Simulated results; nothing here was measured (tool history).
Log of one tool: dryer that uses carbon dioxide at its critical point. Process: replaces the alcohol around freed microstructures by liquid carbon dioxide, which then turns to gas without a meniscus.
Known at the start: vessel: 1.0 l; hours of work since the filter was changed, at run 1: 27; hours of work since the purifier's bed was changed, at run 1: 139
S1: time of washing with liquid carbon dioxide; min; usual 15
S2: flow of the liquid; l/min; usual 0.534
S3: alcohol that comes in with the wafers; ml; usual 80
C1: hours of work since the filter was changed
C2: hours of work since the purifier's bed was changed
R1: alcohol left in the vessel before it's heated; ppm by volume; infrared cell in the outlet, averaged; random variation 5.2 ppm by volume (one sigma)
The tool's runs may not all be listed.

run 1 hour=0 | S1=15 S2=0.534 S3=80 | C1=27 C2=139 | R1=150
run 2 hour=15.8 | S1=12 S2=0.534 S3=80 | C1=36 C2=147 | R1=443
run 3 hour=27 | S1=12 S2=0.534 S3=80 | C1=41 C2=153 | R1=460
run 4 hour=38.1 | S1=12 S2=0.534 S3=80 | C1=47 C2=159 | R1=468
run 5 hour=61.9 | S1=12 S2=0.534 S3=80 | C1=60 C2=172 | R1=486
run 6 hour=87.4 | S1=15 S2=0.534 S3=80 | C1=73 C2=185 | R1=179
run 7 hour=101.3 | S1=15 S2=0.534 S3=80 | C1=81 C2=192 | R1=185
run 8 hour=117.2 | S1=15 S2=0.534 S3=64 | C1=89 C2=201 | R1=154
run 9 hour=141.1 | S1=15 S2=0.534 S3=64 | C1=102 C2=213 | R1=169
run 10 hour=161.5 | S1=15 S2=0.534 S3=39 | C1=112 C2=224 | R1=142
run 11 hour=183.2 | S1=15 S2=0.534 S3=39 | C1=124 C2=235 | R1=151
run 12 hour=198 | S1=15 S2=0.534 S3=39 | C1=132 C2=243 | R1=139
run 13 hour=212.6 | S1=15 S2=0.534 S3=56 | C1=139 C2=251 | R1=183
run 14 hour=224.2 | S1=15 S2=0.534 S3=56 | C1=145 C2=257 | R1=184

The next listed run, before its measurement:
run 15 hour=243.8 | S1=15 S2=0.509 S3=56 | C1=156 C2=267 | R1=?

{"run 15": {"R1": 226}}
Without the tool's hidden state the same run would have given R1 98 ppm by volume.
